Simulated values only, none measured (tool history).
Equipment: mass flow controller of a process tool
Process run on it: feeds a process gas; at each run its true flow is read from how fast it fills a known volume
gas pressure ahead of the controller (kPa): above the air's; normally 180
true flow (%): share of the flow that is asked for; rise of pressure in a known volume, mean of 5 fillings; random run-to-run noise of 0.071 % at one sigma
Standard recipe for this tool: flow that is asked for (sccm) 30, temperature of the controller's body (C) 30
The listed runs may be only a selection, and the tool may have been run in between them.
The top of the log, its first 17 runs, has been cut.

run	day	flow that is asked for (sccm)	gas pressure ahead of the controller (kPa)	temperature of the controller's body (C)	true flow (%)
18	152.783	30	241	22	96.05
19	165.996	30	241	22	95.89
20	174.388	30	241	22	95.84
21	186.621	30	241	22	95.89
22	192.075	20	153	22	96.04
23	200.358	30	195	20	96.05
24	210.804	20	185	36	96.29
25	221.788	30	163	33	96.58
26	233.429	30	163	33	96.60
27	240.375	12	203	30	95.04
28	251.779	35	203	24	96.17
29	261.346	64	180	21	96.43
30	272.362	64	180	21	96.38
31	279.108	12	220	23	94.29
32	290.483	12	220	29	94.56
33	302.871	15	207	29	94.91
34	309.296	15	207	29	94.94
35	317.304	84	238	27	96.15
36	323.533	84	238	27	96.03
37	333.875	84	238	27	96.05
38	341.817	30	219	25	95.32

Branching from run 38: 3 alternative next runs. What would each branch give?
A	347.992	11	219	25	?
B	347.992	30	219	33	?
C	347.992	30	223	30	?

run	true flow (%)
A	93.81
B	95.52
C	95.37
Without the tool's hidden state the same runs would have given:
run	true flow (%)
A	99.50
B	99.82
C	99.66
